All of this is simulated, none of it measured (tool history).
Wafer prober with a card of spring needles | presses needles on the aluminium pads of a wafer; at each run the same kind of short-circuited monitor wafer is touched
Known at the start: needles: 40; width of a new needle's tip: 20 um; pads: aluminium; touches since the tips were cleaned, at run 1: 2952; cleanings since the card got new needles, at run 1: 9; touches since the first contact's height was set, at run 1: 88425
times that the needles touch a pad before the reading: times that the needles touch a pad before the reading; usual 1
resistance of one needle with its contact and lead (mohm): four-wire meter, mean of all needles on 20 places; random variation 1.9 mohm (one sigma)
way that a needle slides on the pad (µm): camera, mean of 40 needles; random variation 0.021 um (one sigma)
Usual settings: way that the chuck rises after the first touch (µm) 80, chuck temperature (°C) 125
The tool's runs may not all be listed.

run,hour,way that the chuck rises after the first touch (µm),chuck temperature (°C),times that the needles touch a pad before the reading,touches since the tips were cleaned,cleanings since the card got new needles,touches since the first contact's height was set,resistance of one needle with its contact and lead (mohm),way that a needle slides on the pad (µm)
1,0,80,125,1,2952,9,88425,202,18.36
# hour 16: tips cleaned on abrasive film
# hour 37.8: tips cleaned on abrasive film
2,42.3,80,125,1,1751,11,104745,204,18.37
# hour 58.3: tips cleaned on abrasive film
# hour 80.3: tips cleaned on abrasive film
3,91.3,80,125,2,4242,13,123631,205,18.33
# hour 103.8: tips cleaned on abrasive film
# hour 125: tips cleaned on abrasive film
4,138,94,125,1,5012,15,141632,200,21.55
# hour 149: tips cleaned on abrasive film
5,162.1,80,125,1,5058,16,150943,204,18.33
# hour 169.2: tips cleaned on abrasive film
6,186.2,80,125,1,6575,17,160238,202,18.32
# hour 191.2: tips cleaned on abrasive film
# hour 211.4: tips cleaned on abrasive film
# hour 231.7: tips cleaned on abrasive film
7,236.4,96,125,1,1801,20,179569,197,21.99
# hour 253.6: tips cleaned on abrasive film
8,272.5,96,125,1,7308,21,193500,196,21.91
# hour 277.2: tips cleaned on abrasive film
# hour 300.3: tips cleaned on abrasive film
9,310.3,96,97,2,3853,23,208065,191,21.97
# hour 321.5: tips cleaned on abrasive film
10,336.5,67,43,1,5833,24,218197,192,15.34
# hour 343.6: tips cleaned on abrasive film
# hour 367.8: tips cleaned on abrasive film
11,383.9,69,43,2,6255,26,236479,186,15.76
# hour 388.7: tips cleaned on abrasive film
# hour 399.4: height of the first contact set anew
# hour 410.4: tips cleaned on abrasive film
12,424.8,80,125,3,5585,28,9797,203,18.27
# hour 432.1: tips cleaned on abrasive film
# hour 456.1: tips cleaned on abrasive film
13,471.6,66,37,1,6000,30,27856,190,15.05
# hour 478.9: tips cleaned on abrasive film
# hour 499: tips cleaned on abrasive film
14,502.2,66,37,1,1276,32,39650,187,15.05
# hour 520.5: tips cleaned on abrasive film
# hour 541.8: tips cleaned on abrasive film
15,547.5,66,60,1,2234,34,57109,195,15.05

4 ways to go on from here, each from the tool as it stands after run 15. What would each give?
# hour 565.1: tips cleaned on abrasive film
# hour 588.1: tips cleaned on abrasive film
A,594.2,93,96,1,2377,36,75127,?,?
# hour 565.1: tips cleaned on abrasive film
# hour 588.1: tips cleaned on abrasive film
B,594.2,80,125,2,2377,36,75127,?,?
# hour 565.1: tips cleaned on abrasive film
# hour 588.1: tips cleaned on abrasive film
C,594.2,66,56,1,2377,36,75127,?,?
# hour 565.1: tips cleaned on abrasive film
# hour 588.1: tips cleaned on abrasive film
D,594.2,66,51,1,2377,36,75127,?,?

run,resistance of one needle with its contact and lead (mohm),way that a needle slides on the pad (µm)
A,194,21.18
B,203,18.22
C,193,15
D,189,15.05
Without the tool's hidden state the same runs would have given:
run,resistance of one needle with its contact and lead (mohm),way that a needle slides on the pad (µm)
A,193,21.36
B,203,18.38
C,192,15.12
D,188,15.17
